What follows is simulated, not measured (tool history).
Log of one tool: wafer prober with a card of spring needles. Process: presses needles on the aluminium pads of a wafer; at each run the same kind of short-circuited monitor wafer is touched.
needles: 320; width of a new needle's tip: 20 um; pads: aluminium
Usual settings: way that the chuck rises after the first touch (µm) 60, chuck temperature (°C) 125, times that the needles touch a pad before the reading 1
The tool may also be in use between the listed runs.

run,hour,way that the chuck rises after the first touch (µm),chuck temperature (°C),times that the needles touch a pad before the reading,resistance of one needle with its contact and lead (mohm),way that a needle slides on the pad (µm)
1,0,60,125,1,277,12.06
# hour 6: tips cleaned on abrasive film
# hour 20.9: tips cleaned on abrasive film
# hour 33.3: tips cleaned on abrasive film
2,33.3,67,125,1,202,13.39
# hour 48.1: tips cleaned on abrasive film
# hour 60.1: tips cleaned on abrasive film
# hour 72: tips cleaned on abrasive film
# hour 83.9: tips cleaned on abrasive film
3,83.9,43,125,1,235,8.46
# hour 96.6: tips cleaned on abrasive film
# hour 111.5: tips cleaned on abrasive film
# hour 126.4: tips cleaned on abrasive film
# hour 141.3: tips cleaned on abrasive film
# hour 144.6: height of the first contact set anew
4,152,60,125,2,254,11.77
# hour 155.1: tips cleaned on abrasive film
# hour 167: tips cleaned on abrasive film
# hour 181.9: tips cleaned on abrasive film
# hour 196.8: tips cleaned on abrasive film
# hour 208.8: tips cleaned on abrasive film
5,214.9,60,125,2,245,11.75
# hour 221: tips cleaned on abrasive film
# hour 232.9: tips cleaned on abrasive film
# hour 244.8: tips cleaned on abrasive film
6,246.9,60,125,1,238,11.61
# hour 258.8: tips cleaned on abrasive film
# hour 270.7: tips cleaned on abrasive film
# hour 282.7: tips cleaned on abrasive film
# hour 297.6: tips cleaned on abrasive film
7,299.6,60,125,1,236,11.59
# hour 311.5: tips cleaned on abrasive film
# hour 323.4: tips cleaned on abrasive film
# hour 335.6: height of the first contact set anew
# hour 338.6: tips cleaned on abrasive film
8,343.2,41,125,2,284,8.24
# hour 349.4: height of the first contact set anew, once more
# hour 352.5: tips cleaned on abrasive film
# hour 367.4: tips cleaned on abrasive film
# hour 382.3: tips cleaned on abrasive film
# hour 396.3: tips cleaned on abrasive film
9,396.3,41,125,2,222,8.18
# hour 408.2: tips cleaned on abrasive film
# hour 423.1: tips cleaned on abrasive film
10,433,60,86,1,284,11.94

Run 11 comes next. What will it give?
# hour 436.1: tips cleaned on abrasive film
# hour 450.9: tips cleaned on abrasive film
# hour 465.8: tips cleaned on abrasive film
11,468.4,60,86,1,?,?

Run 11 gave resistance of one needle with its contact and lead (mohm) 246, way that a needle slides on the pad (µm) 11.89.
Without the tool's hidden state the same run would have given resistance of one needle with its contact and lead (mohm) 186, way that a needle slides on the pad (µm) 12.06.
